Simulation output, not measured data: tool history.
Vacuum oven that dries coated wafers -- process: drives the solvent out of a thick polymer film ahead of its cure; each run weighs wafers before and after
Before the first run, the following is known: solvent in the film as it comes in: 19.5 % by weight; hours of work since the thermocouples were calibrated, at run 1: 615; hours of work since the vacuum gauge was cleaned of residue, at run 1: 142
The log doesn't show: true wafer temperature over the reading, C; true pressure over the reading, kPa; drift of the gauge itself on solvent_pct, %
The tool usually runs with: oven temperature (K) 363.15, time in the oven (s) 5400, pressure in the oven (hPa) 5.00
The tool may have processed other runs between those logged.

run	day	oven temperature (K)	time in the oven (s)	pressure in the oven (hPa)	hours of work since the thermocouples were calibrated	hours of work since the vacuum gauge was cleaned of residue	solvent left in the film (%)
1	0.000	363.15	5400	5.00	615	142	1.60
2	1.617	365.15	5400	5.00	645	172	1.34
3	2.958	363.15	5400	5.00	670	197	1.49
4	5.096	363.15	5400	5.00	710	237	1.60
5	6.871	363.15	5400	5.74	743	271	1.72
6	9.054	363.15	5400	5.74	784	311	1.69
7	10.475	363.15	5400	5.74	811	338	1.68
8	12.458	363.15	5400	5.74	848	375	1.75
9	14.312	363.15	5400	5.74	883	410	1.67
10	15.521	363.15	8760	5.74	905	432	0.58
11	17.525	363.15	8760	5.74	943	470	0.66
12	18.638	363.15	8760	5.74	964	491	0.64
13	20.679	364.15	6060	5.00	1002	529	1.16
14	21.812	356.15	3480	5.00	1023	550	5.40
15	23.662	356.15	3480	5.00	1058	585	5.36
16	25.071	356.15	3480	5.00	1084	611	5.49
17	26.942	371.15	5400	3.62	1119	646	0.70
18	28.358	371.15	5400	3.62	1145	673	0.83
19	30.079	362.15	4800	6.33	1178	705	2.39
# day 31.088: oven's thermocouples calibrated
20	31.729	362.15	4800	6.33	12	734	2.15
21	33.967	362.15	4800	6.33	54	776	2.30
22	35.862	362.15	4800	6.33	89	812	2.28
23	36.833	348.15	4800	13.07	108	830	5.84
24	37.850	348.15	4800	13.07	127	849	5.94

For some of the steps in solvent left in the film (%) from one run to the next: how much would appear even if the tool had no hidden state, given the settings, what came in and random variation, and how much remains for the hidden state plus any gauge scatter that the measured result and the result without hidden state don't share?
Run 13 -> 14: oven temperature (K) 364.15 -> 356.15, time in the oven (s) 6060 -> 3480. solvent left in the film (%) +4.24: hidden state +0.18, all else +4.06.
Run 16 -> 17: oven temperature (K) 356.15 -> 371.15, time in the oven (s) 3480 -> 5400, pressure in the oven (hPa) 5.00 -> 3.62. solvent left in the film (%) -4.79: hidden state -0.24, all else -4.55.
Run 19 -> 20: oven's thermocouples calibrated. solvent left in the film (%) -0.24: hidden state -0.20, all else -0.04.

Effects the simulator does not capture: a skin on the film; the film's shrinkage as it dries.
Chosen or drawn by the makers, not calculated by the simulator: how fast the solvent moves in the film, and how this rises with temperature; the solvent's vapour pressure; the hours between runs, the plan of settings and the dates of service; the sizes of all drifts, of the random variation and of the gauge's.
